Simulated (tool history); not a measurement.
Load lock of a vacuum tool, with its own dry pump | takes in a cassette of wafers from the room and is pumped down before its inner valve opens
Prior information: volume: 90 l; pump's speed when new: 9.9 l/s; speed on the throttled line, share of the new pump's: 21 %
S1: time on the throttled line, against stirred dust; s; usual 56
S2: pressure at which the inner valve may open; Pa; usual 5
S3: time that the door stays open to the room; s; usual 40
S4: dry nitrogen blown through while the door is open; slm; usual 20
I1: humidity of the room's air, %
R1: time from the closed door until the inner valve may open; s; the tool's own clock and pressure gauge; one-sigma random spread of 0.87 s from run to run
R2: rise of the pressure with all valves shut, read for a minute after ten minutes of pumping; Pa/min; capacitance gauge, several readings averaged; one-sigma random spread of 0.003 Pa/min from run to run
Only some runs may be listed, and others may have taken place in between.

run	hour	S1	S2	S3	S4	I1	R1	R2
1	0	56	5	40	20	45.1	148.6	0.374
2	127.4	29	5	40	20	45.2	128.2	0.373
3	286.4	29	5	40	20	48.1	130.2	0.4
4	493.3	29	5	40	20	44.6	128.6	0.421
5	658.6	29	5	40	20	45.9	128.2	0.435
6	909.6	29	5	40	20	46.7	128.1	0.464
7	1109.3	29	5	40	20	45.4	128.8	0.486
8	1360.4	56	5	40	20	45.7	150.4	0.531
9	1621	56	5	40	20	41.3	152.5	0.565
10	1844.3	56	5	40	20	50.2	151.2	0.594
11	2020.1	48	5	40	20	44.9	144.7	0.61
12	2275.7	48	5	40	20	43.9	145.9	0.645
13	2536	56	8	40	20	46.7	145.3	0.674
14	2738	56	8	40	20	45	147	0.708
# hour 2922.6: dry pump taken out, an overhauled one fitted
15	3016.8	56	5	40	20	45.7	135.1	0.733
# hour 3042.5: door's seal changed, seat wiped
16	3188	56	5	40	20	40.6	136.1	0.011
17	3334.8	56	5	40	20	45.6	137	0.018
18	3484.7	56	5	40	20	45.5	136	0.018
19	3648.1	56	5	40	20	45.2	136	0.029
20	3899.8	56	5	40	20	45.6	137.6	0.039
21	4098	56	5	40	20	46.9	138.2	0.051
22	4341.8	39	9	40	20	41.4	117.6	0.06
23	4578.5	56	8	40	36	41.9	132.5	0.06
24	4744.4	48	8	40	10	45.3	126.7	0.077
25	4875.5	48	7	142	10	46.1	129	0.101
26	4991.8	71	7	113	10	44.5	146.5	0.104
27	5118.7	33	4	35	7	46	122.9	0.092
28	5257.3	56	6	40	20	45.6	136.1	0.101
29	5405.8	99	5	122	38	47.3	172.7	0.121
30	5666.9	99	5	122	38	43.7	172.5	0.134
31	5911.1	64	8	43	13	43.4	141.8	0.147
32	6182.6	94	8	43	13	43.9	164	0.17
33	6362.5	94	8	43	13	48.3	164.5	0.186
34	6569.7	57	8	43	6	44.2	136.1	0.2
35	6724.1	56	5	43	9	41.9	142.1	0.206
36	6903.1	56	10	43	4	44.1	133.3	0.222
37	7111.4	34	5	40	4	44.8	124.3	0.244

3 options for the next run, each taken on its own from the tool as it stands now. Forecast them:
A	7338.4	56	5	146	20	45.6	?	?
B	7338.4	33	9	40	4	43.6	?	?
C	7338.4	34	5	40	4	43.6	?	?

run	R1	R2
A	142.2	0.264
B	116	0.265
C	124.2	0.259
Without the tool's unlogged condition, the same runs would have read:
run	R1	R2
A	136.4	0.024
B	110.3	0.021
C	117.9	0.014

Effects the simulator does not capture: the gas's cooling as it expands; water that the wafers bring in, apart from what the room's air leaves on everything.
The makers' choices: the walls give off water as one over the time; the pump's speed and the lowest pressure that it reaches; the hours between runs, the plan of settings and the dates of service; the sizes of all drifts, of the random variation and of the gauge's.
